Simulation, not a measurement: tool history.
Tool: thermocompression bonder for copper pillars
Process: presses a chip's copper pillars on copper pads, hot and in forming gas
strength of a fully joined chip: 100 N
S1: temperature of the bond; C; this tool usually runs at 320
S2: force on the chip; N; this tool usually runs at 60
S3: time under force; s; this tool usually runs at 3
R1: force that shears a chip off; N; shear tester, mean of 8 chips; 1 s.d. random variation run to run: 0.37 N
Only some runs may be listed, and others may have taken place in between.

run   hour   S1  S2  S3    R1
  1      0  320  60   3  69.8
  2   55.1  320  60   3  68.8
        59  -- forming gas filter changed
  3   92.3  320  60   3  72.3
  4  126.7  320  60   3    72
  5    170  320  60   3  72.6
  6  215.8  307  60   3  65.6
  7  253.8  349  60   3  82.6
  8  281.1  349  60   3    82
     285.6  -- force cell calibrated
  9  315.8  349  60   3  81.9
     354.5  -- forming gas filter changed
 10  368.3  349  60   8    96
 11  404.9  349  60   8  95.3
     416.5  -- force cell calibrated, once more
 12    442  349  60   8    95
 13  495.6  348  87   6  97.1
 14  524.1  345  55   7  89.8
 15  576.4  336  60   8  90.4
 16  629.8  320  43   7  72.3
     647.6  -- forming gas filter changed
 17  679.7  325  83   3    90

Measured minus without-hidden-state, run by run (identical run-to-run variation in each term; gauge scatter may differ):
The hidden state here: true temperature of the bond over the reading, C; force that reaches the chip, % of what is set; oxide that the forming gas leaves, % of the face; drift of the gauge itself on shear_n, %.
run    R1
  1  -1.3
  2  -1.4
  3    +2
  4  +1.8
  5  +1.7
  6  +1.9
  7  +0.1
  8  -0.1
  9  +0.2
 10  +1.6
 11  +1.1
 12  +0.3
 13  -1.4
 14  +0.2
 15  -0.6
 16  +2.1
 17  +3.4

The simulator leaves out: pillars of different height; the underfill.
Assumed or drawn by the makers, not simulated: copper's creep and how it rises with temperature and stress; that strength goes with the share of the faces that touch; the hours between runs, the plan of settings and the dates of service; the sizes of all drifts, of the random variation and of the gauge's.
